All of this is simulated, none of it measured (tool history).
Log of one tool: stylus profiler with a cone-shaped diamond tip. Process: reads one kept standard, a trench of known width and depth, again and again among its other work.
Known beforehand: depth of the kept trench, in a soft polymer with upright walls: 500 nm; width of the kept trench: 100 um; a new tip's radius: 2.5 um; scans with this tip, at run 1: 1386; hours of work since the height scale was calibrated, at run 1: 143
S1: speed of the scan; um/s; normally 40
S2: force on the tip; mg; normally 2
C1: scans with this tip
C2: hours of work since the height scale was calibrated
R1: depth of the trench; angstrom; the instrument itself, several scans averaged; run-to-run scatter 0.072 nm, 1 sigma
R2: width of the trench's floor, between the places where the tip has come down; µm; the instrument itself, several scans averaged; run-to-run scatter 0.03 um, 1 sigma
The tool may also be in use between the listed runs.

{"run": 1, "hour": 0.0, "S1": 40, "S2": 2, "C1": 1386, "C2": 143, "R1": 5051.2, "R2": 96.79}
{"run": 2, "hour": 20.2, "S1": 40, "S2": 2, "C1": 1514, "C2": 157, "R1": 5050.1, "R2": 96.83}
{"run": 3, "hour": 49.7, "S1": 40, "S2": 2, "C1": 1702, "C2": 176, "R1": 5050.5, "R2": 96.85}
{"run": 4, "hour": 69.6, "S1": 142, "S2": 2, "C1": 1828, "C2": 189, "R1": 5050.8, "R2": 96.42}
{"run": 5, "hour": 100.4, "S1": 142, "S2": 2, "C1": 2023, "C2": 209, "R1": 5049.6, "R2": 96.49}
{"run": 6, "hour": 140.7, "S1": 40, "S2": 2, "C1": 2279, "C2": 236, "R1": 5050.4, "R2": 96.82}
{"run": 7, "hour": 173.0, "S1": 40, "S2": 0.89, "C1": 2484, "C2": 257, "R1": 5029.5, "R2": 96.75}
{"run": 8, "hour": 213.0, "S1": 40, "S2": 2, "C1": 2738, "C2": 283, "R1": 5050.7, "R2": 96.88}
{"run": 9, "hour": 245.0, "S1": 40, "S2": 2, "C1": 2941, "C2": 304, "R1": 5050.6, "R2": 96.82}
{"run": 10, "hour": 274.4, "S1": 40, "S2": 2, "C1": 3127, "C2": 323, "R1": 5049.4, "R2": 96.8}
{"run": 11, "hour": 292.6, "S1": 40, "S2": 2, "C1": 3243, "C2": 335, "R1": 5050.5, "R2": 96.81}
{"run": 12, "hour": 313.2, "S1": 40, "S2": 2, "C1": 3374, "C2": 349, "R1": 5051.9, "R2": 96.82}
{"run": 13, "hour": 340.7, "S1": 40, "S2": 2, "C1": 3548, "C2": 367, "R1": 5050.7, "R2": 96.9}
{"run": 14, "hour": 362.1, "S1": 40, "S2": 2, "C1": 3684, "C2": 381, "R1": 5050, "R2": 96.89}
{"run": 15, "hour": 386.1, "S1": 40, "S2": 2, "C1": 3836, "C2": 397, "R1": 5050.2, "R2": 96.83}
{"run": 16, "hour": 417.4, "S1": 40, "S2": 2, "C1": 4035, "C2": 417, "R1": 5050.1, "R2": 96.81}
{"run": 17, "hour": 436.6, "S1": 40, "S2": 2, "C1": 4157, "C2": 430, "R1": 5050.1, "R2": 96.81}
{"run": 18, "hour": 464.4, "S1": 40, "S2": 1.75, "C1": 4334, "C2": 448, "R1": 5046.7, "R2": 96.83}
{"run": 19, "hour": 505.6, "S1": 40, "S2": 1.75, "C1": 4595, "C2": 475, "R1": 5046.5, "R2": 96.84}
{"run": 20, "hour": 524.7, "S1": 40, "S2": 1.75, "C1": 4716, "C2": 488, "R1": 5045.2, "R2": 96.85}
{"run": 21, "hour": 550.5, "S1": 40, "S2": 2, "C1": 4880, "C2": 505, "R1": 5051.1, "R2": 96.84}
{"run": 22, "hour": 590.1, "S1": 31, "S2": 2, "C1": 5131, "C2": 531, "R1": 5051.2, "R2": 96.88}
{"run": 23, "hour": 611.0, "S1": 31, "S2": 2, "C1": 5264, "C2": 544, "R1": 5050.7, "R2": 96.84}
{"run": 24, "hour": 631.9, "S1": 31, "S2": 2, "C1": 5396, "C2": 558, "R1": 5050.6, "R2": 96.91}
{"run": 25, "hour": 650.5, "S1": 25, "S2": 5.51, "C1": 5514, "C2": 570, "R1": 5099.3, "R2": 96.94}
{"run": 26, "hour": 688.7, "S1": 13, "S2": 2.14, "C1": 5757, "C2": 595, "R1": 5053.8, "R2": 96.95}
{"run": 27, "hour": 707.2, "S1": 25, "S2": 1.77, "C1": 5875, "C2": 608, "R1": 5047.7, "R2": 96.9}
{"run": 28, "hour": 730.0, "S1": 15, "S2": 2.04, "C1": 6019, "C2": 623, "R1": 5050.3, "R2": 96.95}
{"run": 29, "hour": 749.7, "S1": 15, "S2": 2.04, "C1": 6144, "C2": 635, "R1": 5050.9, "R2": 96.93}
{"run": 30, "hour": 774.7, "S1": 70, "S2": 1.36, "C1": 6303, "C2": 652, "R1": 5040.5, "R2": 96.65}
{"run": 31, "hour": 799.7, "S1": 70, "S2": 1.36, "C1": 6462, "C2": 668, "R1": 5039.2, "R2": 96.65}
{"run": 32, "hour": 844.4, "S1": 70, "S2": 1.36, "C1": 6745, "C2": 698, "R1": 5038.7, "R2": 96.69}
{"run": 33, "hour": 871.5, "S1": 30, "S2": 1.51, "C1": 6918, "C2": 715, "R1": 5041.5, "R2": 96.91}
{"run": 34, "hour": 911.3, "S1": 45, "S2": 2.85, "C1": 7170, "C2": 742, "R1": 5063.7, "R2": 96.89}
{"run": 35, "hour": 936.4, "S1": 53, "S2": 5.89, "C1": 7329, "C2": 758, "R1": 5103.8, "R2": 96.88}
{"run": 36, "hour": 978.2, "S1": 104, "S2": 1.33, "C1": 7595, "C2": 785, "R1": 5038.5, "R2": 96.52}
{"run": 37, "hour": 998.5, "S1": 104, "S2": 1.33, "C1": 7723, "C2": 799, "R1": 5039.1, "R2": 96.48}
{"run": 38, "hour": 1029.4, "S1": 40, "S2": 1.58, "C1": 7920, "C2": 819, "R1": 5042.5, "R2": 96.87}
{"hour": 1037.8, "done": "height scale calibrated on a step standard"}
{"run": 39, "hour": 1070.2, "S1": 16, "S2": 1.02, "C1": 8175, "C2": 21, "R1": 5032, "R2": 96.91}
{"run": 40, "hour": 1107.1, "S1": 16, "S2": 1.02, "C1": 8410, "C2": 45, "R1": 5031.6, "R2": 96.84}
{"run": 41, "hour": 1127.1, "S1": 10, "S2": 1.31, "C1": 8536, "C2": 59, "R1": 5038.5, "R2": 96.97}
{"run": 42, "hour": 1170.5, "S1": 15, "S2": 1.12, "C1": 8812, "C2": 87, "R1": 5034.3, "R2": 96.91}
{"run": 43, "hour": 1192.6, "S1": 57, "S2": 2.3, "C1": 8952, "C2": 102, "R1": 5055.9, "R2": 96.76}
{"run": 44, "hour": 1220.9, "S1": 57, "S2": 2.3, "C1": 9132, "C2": 120, "R1": 5055.3, "R2": 96.82}
{"run": 45, "hour": 1239.7, "S1": 21, "S2": 2, "C1": 9251, "C2": 132, "R1": 5050.1, "R2": 96.88}
{"run": 46, "hour": 1281.4, "S1": 21, "S2": 3.12, "C1": 9516, "C2": 160, "R1": 5068.8, "R2": 96.92}
{"run": 47, "hour": 1325.9, "S1": 41, "S2": 1.13, "C1": 9799, "C2": 189, "R1": 5034.6, "R2": 96.75}
{"run": 48, "hour": 1359.7, "S1": 16, "S2": 3.61, "C1": 10013, "C2": 211, "R1": 5075, "R2": 96.99}

Alternative continuations, all from the tool just after run 48; predict every row:
{"run": "A", "hour": 1399.4, "S1": 12, "S2": 4.33, "C1": 10265, "C2": 237, "R1": "?", "R2": "?"}
{"run": "B", "hour": 1399.4, "S1": 18, "S2": 0.71, "C1": 10265, "C2": 237, "R1": "?", "R2": "?"}
{"run": "C", "hour": 1399.4, "S1": 102, "S2": 1.11, "C1": 10265, "C2": 237, "R1": "?", "R2": "?"}

run=A R1=5084.6 R2=96.99
run=B R1=5025.2 R2=96.86
run=C R1=5034.8 R2=96.42
Take away the tool's hidden state, keep each run's random variation, and the runs would have read:
run=A R1=5084.7 R2=97
run=B R1=5025.3 R2=96.87
run=C R1=5034.9 R2=96.42
